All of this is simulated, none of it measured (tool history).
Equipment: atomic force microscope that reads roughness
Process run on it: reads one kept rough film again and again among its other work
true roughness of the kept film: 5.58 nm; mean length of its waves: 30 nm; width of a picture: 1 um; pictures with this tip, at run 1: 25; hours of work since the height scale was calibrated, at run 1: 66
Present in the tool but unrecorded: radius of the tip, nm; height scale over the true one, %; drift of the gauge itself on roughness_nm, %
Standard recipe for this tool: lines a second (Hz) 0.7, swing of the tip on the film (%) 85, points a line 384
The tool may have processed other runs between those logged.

run   hour  lines a second (Hz)  swing of the tip on the film (%)  points a line  pictures with this tip  hours of work since the height scale was calibrated  roughness of the kept film (nm (root mean square))
  1      0                  0.7                                85            384                      25                                                   66                                               4.098
  2   11.9                1.948                                85            384                      51                                                   74                                               3.401
  3   24.9                1.948                                85            384                      78                                                   83                                               3.232
  4   31.6                1.948                                74            384                      93                                                   88                                               3.422
      38.6  -- new tip fitted
  5   41.8                1.948                                74            384                       7                                                   95                                               4.023
  6   52.2                1.948                                74            384                      29                                                  102                                               3.878
  7     64                1.948                                59            384                      54                                                  111                                               3.981
  8   70.6                1.948                                59            384                      68                                                  115                                               3.861
      72.6  -- height scale calibrated on a step standard
  9   84.5                1.948                                59            384                      96                                                    8                                               3.691
      89.8  -- new tip fitted
 10   92.7                1.948                                75            384                       7                                                   14                                               3.974
 11   99.6                  0.7                                85            384                      21                                                   19                                                 4.1
 12  113.7                  0.7                                68            261                      52                                                   29                                               4.047
 13  128.5                  0.7                                59            384                      83                                                   39                                               3.928

Run 14 comes next. What will it give?
     133.3  -- height scale calibrated on a step standard, once more
     140.4  -- new tip fitted
 14  142.6                0.959                                68            555                       5                                                    6                                                   ?

Logged for run 14: roughness of the kept film (nm (root mean square)) 4.461.
On a tool with no hidden condition, and with the same random variation, this run would have come out at roughness of the kept film (nm (root mean square)) 4.533.

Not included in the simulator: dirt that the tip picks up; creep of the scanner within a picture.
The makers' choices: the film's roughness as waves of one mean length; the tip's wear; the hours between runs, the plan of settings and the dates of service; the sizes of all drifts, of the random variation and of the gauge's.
